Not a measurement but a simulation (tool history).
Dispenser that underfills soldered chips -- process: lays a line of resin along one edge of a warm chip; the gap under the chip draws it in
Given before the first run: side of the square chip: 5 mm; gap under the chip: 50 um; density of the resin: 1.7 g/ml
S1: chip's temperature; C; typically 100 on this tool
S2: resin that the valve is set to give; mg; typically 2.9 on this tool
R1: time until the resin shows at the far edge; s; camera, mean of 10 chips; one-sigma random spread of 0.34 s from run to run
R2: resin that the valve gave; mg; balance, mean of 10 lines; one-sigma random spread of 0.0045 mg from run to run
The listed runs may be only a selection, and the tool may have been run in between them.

{"run": 1, "hour": 0.0, "S1": 100, "S2": 2.9, "R1": 19.5, "R2": 2.893}
{"run": 2, "hour": 8.3, "S1": 100, "S2": 2.9, "R1": 29.5, "R2": 2.886}
{"hour": 11.1, "done": "new syringe of resin"}
{"run": 3, "hour": 24.7, "S1": 100, "S2": 2.9, "R1": 32.6, "R2": 2.875}
{"hour": 25.9, "done": "new syringe of resin"}
{"hour": 40.3, "done": "new syringe of resin"}
{"run": 4, "hour": 40.3, "S1": 100, "S2": 2.9, "R1": 15.9, "R2": 2.864}
{"run": 5, "hour": 53.4, "S1": 100, "S2": 2.9, "R1": 31.4, "R2": 2.854}
{"hour": 55.0, "done": "new syringe of resin"}
{"hour": 70.2, "done": "new syringe of resin"}
{"run": 6, "hour": 70.2, "S1": 100, "S2": 2.82, "R1": 17.1, "R2": 2.756}
{"run": 7, "hour": 78.0, "S1": 100, "S2": 2.69, "R1": 24.9, "R2": 2.639}
{"hour": 85.4, "done": "new syringe of resin"}
{"run": 8, "hour": 92.8, "S1": 100, "S2": 2.69, "R1": 24.7, "R2": 2.634}
{"hour": 95.2, "done": "dispensing valve cleaned and set on the balance"}
{"hour": 100.9, "done": "new syringe of resin"}
{"run": 9, "hour": 108.6, "S1": 100, "S2": 3.2, "R1": 24, "R2": 3.179}
{"hour": 116.2, "done": "new syringe of resin"}
{"run": 10, "hour": 125.0, "S1": 100, "S2": 3.39, "R1": 25.2, "R2": 3.359}
{"hour": 131.1, "done": "new syringe of resin"}
{"run": 11, "hour": 136.9, "S1": 100, "S2": 2.9, "R1": 21.5, "R2": 2.866}
{"hour": 146.3, "done": "new syringe of resin"}
{"run": 12, "hour": 148.1, "S1": 100, "S2": 2.9, "R1": 17.8, "R2": 2.863}
{"hour": 161.7, "done": "new syringe of resin"}
{"run": 13, "hour": 164.4, "S1": 100, "S2": 2.9, "R1": 19, "R2": 2.846}
{"hour": 177.0, "done": "new syringe of resin"}
{"run": 14, "hour": 178.3, "S1": 100, "S2": 2.9, "R1": 17.2, "R2": 2.841}
{"run": 15, "hour": 185.4, "S1": 100, "S2": 2.9, "R1": 24.9, "R2": 2.839}
{"hour": 192.2, "done": "new syringe of resin"}
{"run": 16, "hour": 199.0, "S1": 105, "S2": 2.9, "R1": 20.1, "R2": 2.826}
{"hour": 207.3, "done": "new syringe of resin"}
{"hour": 211.0, "done": "dispensing valve cleaned and set on the balance"}
{"run": 17, "hour": 214.4, "S1": 112, "S2": 3.6, "R1": 15.9, "R2": 3.603}
{"hour": 222.6, "done": "new syringe of resin"}
{"run": 18, "hour": 225.1, "S1": 107, "S2": 2.6, "R1": 15.7, "R2": 2.596}
{"run": 19, "hour": 233.2, "S1": 95, "S2": 3.37, "R1": 30, "R2": 3.348}
{"hour": 237.4, "done": "new syringe of resin"}
{"run": 20, "hour": 242.0, "S1": 95, "S2": 3.37, "R1": 21.8, "R2": 3.354}
{"hour": 252.3, "done": "new syringe of resin"}
{"run": 21, "hour": 256.0, "S1": 95, "S2": 3.37, "R1": 20.7, "R2": 3.337}
{"hour": 266.8, "done": "new syringe of resin"}
{"run": 22, "hour": 270.9, "S1": 114, "S2": 3.62, "R1": 13.1, "R2": 3.582}
{"run": 23, "hour": 279.3, "S1": 114, "S2": 3.62, "R1": 20.4, "R2": 3.568}

Branching from run 23: 5 alternative next runs. What would each branch give?
{"hour": 281.8, "done": "new syringe of resin"}
{"run": "A", "hour": 289.9, "S1": 114, "S2": 2.75, "R1": "?", "R2": "?"}
{"hour": 281.8, "done": "new syringe of resin"}
{"run": "B", "hour": 289.9, "S1": 92, "S2": 2.98, "R1": "?", "R2": "?"}
{"hour": 281.8, "done": "new syringe of resin"}
{"run": "C", "hour": 289.9, "S1": 100, "S2": 2.51, "R1": "?", "R2": "?"}
{"hour": 281.8, "done": "new syringe of resin"}
{"run": "D", "hour": 289.9, "S1": 100, "S2": 3.55, "R1": "?", "R2": "?"}
{"hour": 281.8, "done": "new syringe of resin"}
{"run": "E", "hour": 289.9, "S1": 97, "S2": 3.01, "R1": "?", "R2": "?"}

run=A R1=17.3 R2=2.705
run=B R1=29.9 R2=2.932
run=C R1=25.6 R2=2.464
run=D R1=23.5 R2=3.485
run=E R1=25.9 R2=2.962
Take away the tool's hidden state, keep each run's random variation, and the runs would have read:
run=A R1=11.8 R2=2.749
run=B R1=20.7 R2=2.98
run=C R1=17.7 R2=2.504
run=D R1=16.2 R2=3.542
run=E R1=17.9 R2=3.01
